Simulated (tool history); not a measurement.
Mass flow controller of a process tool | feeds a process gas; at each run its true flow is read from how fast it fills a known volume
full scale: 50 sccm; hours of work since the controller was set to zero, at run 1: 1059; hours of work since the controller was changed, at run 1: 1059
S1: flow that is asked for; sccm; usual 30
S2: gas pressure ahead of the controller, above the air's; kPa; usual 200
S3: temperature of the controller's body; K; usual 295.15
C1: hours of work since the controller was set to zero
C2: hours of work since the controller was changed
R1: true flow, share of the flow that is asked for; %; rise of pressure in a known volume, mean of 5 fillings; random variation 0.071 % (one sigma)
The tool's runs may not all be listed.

{"run": 1, "hour": 0.0, "S1": 30, "S2": 200, "S3": 295.15, "C1": 1059, "C2": 1059, "R1": 99.15}
{"run": 2, "hour": 267.2, "S1": 30, "S2": 200, "S3": 295.15, "C1": 1192, "C2": 1192, "R1": 99.05}
{"run": 3, "hour": 421.5, "S1": 30, "S2": 200, "S3": 295.15, "C1": 1269, "C2": 1269, "R1": 99.07}
{"run": 4, "hour": 651.2, "S1": 8, "S2": 200, "S3": 295.15, "C1": 1383, "C2": 1383, "R1": 97.68}
{"run": 5, "hour": 950.6, "S1": 8, "S2": 200, "S3": 295.15, "C1": 1531, "C2": 1531, "R1": 97.46}
{"run": 6, "hour": 1248.2, "S1": 8, "S2": 200, "S3": 295.15, "C1": 1679, "C2": 1679, "R1": 97.3}
{"run": 7, "hour": 1494.9, "S1": 30, "S2": 146, "S3": 295.15, "C1": 1802, "C2": 1802, "R1": 98.53}
{"run": 8, "hour": 1696.4, "S1": 30, "S2": 146, "S3": 295.15, "C1": 1902, "C2": 1902, "R1": 98.48}
{"run": 9, "hour": 1970.5, "S1": 30, "S2": 146, "S3": 295.15, "C1": 2038, "C2": 2038, "R1": 98.62}
{"run": 10, "hour": 2214.1, "S1": 30, "S2": 155, "S3": 299.15, "C1": 2159, "C2": 2159, "R1": 98.36}
{"run": 11, "hour": 2475.0, "S1": 31, "S2": 172, "S3": 305.15, "C1": 2289, "C2": 2289, "R1": 98.15}
{"run": 12, "hour": 2663.3, "S1": 6, "S2": 199, "S3": 305.15, "C1": 2382, "C2": 2382, "R1": 95.24}
{"run": 13, "hour": 2846.9, "S1": 7, "S2": 219, "S3": 303.15, "C1": 2473, "C2": 2473, "R1": 95.56}

4 ways to go on from here, each from the tool as it stands after run 13. What would each give?
{"run": "A", "hour": 3062.1, "S1": 9, "S2": 159, "S3": 300.15, "C1": 2580, "C2": 2580, "R1": "?"}
{"run": "B", "hour": 3062.1, "S1": 7, "S2": 219, "S3": 301.15, "C1": 2580, "C2": 2580, "R1": "?"}
{"run": "C", "hour": 3062.1, "S1": 30, "S2": 201, "S3": 295.15, "C1": 2580, "C2": 2580, "R1": "?"}
{"run": "D", "hour": 3062.1, "S1": 24, "S2": 143, "S3": 295.15, "C1": 2580, "C2": 2580, "R1": "?"}

run=A R1=96.07
run=B R1=95.68
run=C R1=98.27
run=D R1=97.77
Without the tool's hidden state the same runs would have given:
run=A R1=98.94
run=B R1=99.16
run=C R1=99.66
run=D R1=99.33
